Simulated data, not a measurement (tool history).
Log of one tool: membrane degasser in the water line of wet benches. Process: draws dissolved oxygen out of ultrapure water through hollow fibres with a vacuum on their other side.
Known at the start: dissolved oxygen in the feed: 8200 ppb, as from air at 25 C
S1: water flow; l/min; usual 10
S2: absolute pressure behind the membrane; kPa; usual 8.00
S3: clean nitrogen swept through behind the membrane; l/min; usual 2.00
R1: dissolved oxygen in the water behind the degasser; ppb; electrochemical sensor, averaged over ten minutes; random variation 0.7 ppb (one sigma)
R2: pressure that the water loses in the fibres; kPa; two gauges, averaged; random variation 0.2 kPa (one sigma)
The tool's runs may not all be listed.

run	hour	S1	S2	S3	R1	R2
1	0.0	10	8.00	2.00	70.5	48.40
2	83.3	10	8.00	2.00	71.7	48.66
3	154.5	10	8.00	2.00	71.4	48.47
4	221.1	10	8.00	4.60	36.0	48.31
5	338.2	10	8.00	4.60	36.6	48.80
6	455.2	10	8.00	4.60	36.1	48.99
7	528.8	10	8.00	2.76	55.2	48.62
8	590.8	10	8.00	2.76	54.5	49.07
9	708.1	10	8.00	2.00	72.8	49.16
10	806.7	10	8.00	2.00	74.2	49.33
11	888.9	10	8.00	2.00	73.4	49.15
12	971.8	10	8.00	2.00	73.7	49.51
13	1048.0	10	8.00	2.00	73.7	49.47
14	1136.0	10	8.00	2.00	74.1	49.40
15	1243.8	7	8.00	2.00	49.1	34.52
16	1319.5	7	8.00	2.00	50.9	34.78
17	1414.2	7	8.00	2.00	51.7	34.71
18	1486.6	10	8.00	0.91	145.9	50.11
19	1586.6	9	4.95	2.85	25.7	44.64
20	1698.4	9	5.01	5.41	17.1	44.62
21	1772.1	11	13.61	2.54	129.4	54.76
22	1879.9	8	10.74	5.83	33.8	40.05
23	1974.0	8	10.74	5.83	33.0	40.30
24	2059.4	13	6.12	2.00	74.6	65.22
25	2110.9	8	11.17	5.65	35.8	40.13
26	2225.3	9	6.21	4.56	26.3	45.01
27	2288.8	9	6.21	4.56	25.6	45.29
28	2383.7	10	8.00	5.38	35.2	50.28
29	2490.3	10	8.00	5.38	35.7	50.66
30	2582.6	8	17.10	2.00	154.9	40.08
31	2642.6	8	17.10	2.00	152.0	40.17
32	2730.4	13	4.92	5.67	33.1	65.36
33	2812.9	13	4.92	5.67	33.2	65.43

Forecast each of these 3 alternatives for the next run:
A	2912.5	9	18.83	1.21	?	?
B	2912.5	6	8.00	1.52	?	?
C	2912.5	13	4.92	4.81	?	?

run	R1	R2
A	301.1	45.48
B	59.2	30.31
C	35.9	65.97
Without the tool's hidden state the same runs would have given:
run	R1	R2
A	276.9	41.62
B	48.1	27.74
C	22.6	60.42

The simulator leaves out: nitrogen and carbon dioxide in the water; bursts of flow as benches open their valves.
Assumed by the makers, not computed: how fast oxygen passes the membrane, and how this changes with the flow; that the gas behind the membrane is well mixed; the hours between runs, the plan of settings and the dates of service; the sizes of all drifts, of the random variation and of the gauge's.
